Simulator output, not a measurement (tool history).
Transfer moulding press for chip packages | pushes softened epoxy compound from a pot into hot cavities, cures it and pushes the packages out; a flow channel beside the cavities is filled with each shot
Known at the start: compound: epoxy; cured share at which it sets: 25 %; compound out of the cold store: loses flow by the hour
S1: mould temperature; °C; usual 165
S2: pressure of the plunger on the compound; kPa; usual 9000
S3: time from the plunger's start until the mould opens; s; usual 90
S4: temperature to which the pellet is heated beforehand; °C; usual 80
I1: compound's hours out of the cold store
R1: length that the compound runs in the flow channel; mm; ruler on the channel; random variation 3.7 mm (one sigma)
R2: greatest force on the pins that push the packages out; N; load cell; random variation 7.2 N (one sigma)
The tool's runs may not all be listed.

run   hour   S1    S2   S3  S4    I1   R1   R2
  1      0  165  9000   90  80  28.5  664  443
  2   18.5  165  9010   90  80  29.7  655  474
  3   35.6  165  9000   90  80  11.6  697  520
  4   65.5  165  9000   90  80  19.4  678  509
      75.2  -- cavities cleaned with cleaning compound and waxed
  5  100.7  165  9000   90  80  28.2  653  398
  6  133.1  165  9000   90  72  26.6  662  512
  7    165  165  7060   90  80  22.2  585  535
     182.8  -- cavities cleaned with cleaning compound and waxed
  8  185.3  165  7060   90  80  12.9  608  338
  9  217.6  165  7060   90  80  10.8  610  444
     228.1  -- plunger's sealing rings changed
 10  238.6  165  7060   90  80  37.1  602  473
 11  274.8  165  7060   90  80  21.2  637  531
     293.4  -- cavities cleaned with cleaning compound and waxed
 12  308.4  166  6850   90  77  14.8  638  378
 13  329.4  165  9000  115  80  12.5  744  305
 14  361.6  165  8300   90  75  40.5  635  507
 15  381.5  170  8800  112  77  16.5  701  341
     400.5  -- cavities cleaned with cleaning compound and waxed
 16  417.5  168  9000   90  80  35.1  666  311
 17  452.8  168  9000   83  74  36.6  665  481
 18  482.6  158  9000   90  80  22.5  726  929
     506.9  -- cavities cleaned with cleaning compound and waxed
 19  510.8  158  7200   93  78  36.3  618  542
 20  525.8  165  9780   86  80  24.3  722  449
 21  557.7  165  9000   85  90  47.6  628  527

Measured less the same run without the tool's hidden state. The same run-to-run variation is in both; the gauge's scatter may not be:
The hidden state here: true mould temperature over the reading, C; pressure that reaches the compound, % of what is set; grip of the stained cavities, % over clean ones'; drift of the gauge itself on flow_mm, %; drift of the gauge itself on push_out_n, %.
run   R1    R2
  1  -44  +143
  2  -45  +183
  3  -50  +215
  4  -51  +226
  5  -53  +113
  6  -57  +197
  7  -53  +233
  8  -57   +21
  9  -59  +145
 10   +0  +182
 11   -4  +236
 12   -5   +83
 13   -8  +103
 14  -10  +210
 15  -12  +146
 16  -14   +67
 17  -17  +185
 18  -21  +407
 19  -20   +67
 20  -25  +119
 21  -24  +207

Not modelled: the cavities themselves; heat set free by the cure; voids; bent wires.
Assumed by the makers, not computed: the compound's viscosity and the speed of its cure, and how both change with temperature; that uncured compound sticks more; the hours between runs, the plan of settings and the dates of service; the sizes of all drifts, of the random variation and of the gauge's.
